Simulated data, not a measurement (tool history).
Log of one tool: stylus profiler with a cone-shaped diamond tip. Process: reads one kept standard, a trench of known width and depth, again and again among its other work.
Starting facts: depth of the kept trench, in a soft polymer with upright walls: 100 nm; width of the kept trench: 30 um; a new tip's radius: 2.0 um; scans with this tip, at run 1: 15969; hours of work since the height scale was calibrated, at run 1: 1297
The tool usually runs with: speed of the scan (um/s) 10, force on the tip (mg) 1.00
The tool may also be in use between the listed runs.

run    hour  speed of the scan (um/s)  force on the tip (mg)  scans with this tip  hours of work since the height scale was calibrated  depth of the trench (Å)  width of the trench's floor (nm)
  1     0.0                        10                   1.00                15969                                                 1297                   1007.9                             28670
  2    28.1                         4                   1.00                16246                                                 1319                   1007.6                             28720
  3    45.7                        10                   1.98                16419                                                 1333                   1011.7                             28680
  4    67.3                        10                   1.98                16631                                                 1350                   1012.2                             28650
  5    99.1                        10                   1.98                16943                                                 1376                   1012.1                             28670
  6   123.2                        10                   1.98                17180                                                 1395                   1012.3                             28760
  7   156.5                        10                   1.98                17507                                                 1422                   1011.6                             28660
  8   197.7                        10                   0.41                17912                                                 1454                   1003.3                             28600
      203.6  -- height scale calibrated on a step standard
  9   223.9                        10                   1.00                18165                                                   16                   1007.2                             28620
 10   246.3                        10                   1.00                18385                                                   34                   1008.2                             28680
 11   272.9                        10                   1.00                18646                                                   55                   1008.0                             28690
 12   308.0                        10                   1.00                18990                                                   83                   1007.5                             28640
 13   333.7                        10                   1.19                19243                                                  104                   1009.3                             28630
 14   364.4                        10                   1.19                19545                                                  128                   1008.8                             28730
 15   406.3                         5                   1.19                19956                                                  162                   1008.9                             28670
 16   442.7                        10                   1.00                20314                                                  191                   1007.9                             28680
 17   475.3                        10                   1.00                20634                                                  217                   1008.1                             28670
 18   509.9                        10                   1.00                20975                                                  244                   1007.7                             28670
 19   533.2                        10                   1.00                21203                                                  263                   1007.3                             28590
 20   559.8                        10                   0.52                21464                                                  284                   1004.2                             28660
 21   577.7                        10                   0.44                21641                                                  299                   1003.9                             28640
 22   613.4                        11                   1.00                21992                                                  327                   1006.9                             28670
 23   639.5                        14                   1.00                22248                                                  348                   1007.2                             28650
 24   666.6                        14                   1.00                22514                                                  369                   1007.3                             28670
 25   699.1                        14                   1.00                22834                                                  395                   1007.3                             28640
 26   723.2                        14                   1.00                23070                                                  415                   1008.4                             28600
 27   760.2                        25                   1.00                23434                                                  444                   1007.6                             28560
 28   799.0                         4                   2.36                23815                                                  475                   1012.7                             28750
 29   842.5                        12                   0.66                24243                                                  510                   1005.7                             28610
 30   862.8                        12                   0.66                24443                                                  526                   1005.7                             28620
 31   893.7                         6                   1.22                24745                                                  551                   1008.7                             28670
 32   919.0                        12                   0.60                24994                                                  571                   1005.1                             28650
 33   950.8                         4                   1.29                25307                                                  596                   1008.7                             28680
 34   991.6                        11                   1.28                25708                                                  629                   1008.5                             28660
 35  1011.1                        11                   1.28                25899                                                  644                   1008.4                             28640
 36  1052.9                        26                   1.34                26310                                                  678                   1009.8                             28610
 37  1089.7                        26                   1.34                26671                                                  707                   1007.7                             28570
 38  1111.6                        26                   1.34                26887                                                  725                   1009.1                             28560
 39  1147.1                         4                   2.44                27235                                                  753                   1012.5                             28690

Predict the results of run 40:
 40  1187.1                         4                   2.44                27629                                                  785                        ?                                 ?

For run 40 the tool returned depth of the trench (Å) 1014.1, width of the trench's floor (nm) 28690.
Had the tool carried no hidden state, the very same run would have given depth of the trench (Å) 1014.2, width of the trench's floor (nm) 28720.

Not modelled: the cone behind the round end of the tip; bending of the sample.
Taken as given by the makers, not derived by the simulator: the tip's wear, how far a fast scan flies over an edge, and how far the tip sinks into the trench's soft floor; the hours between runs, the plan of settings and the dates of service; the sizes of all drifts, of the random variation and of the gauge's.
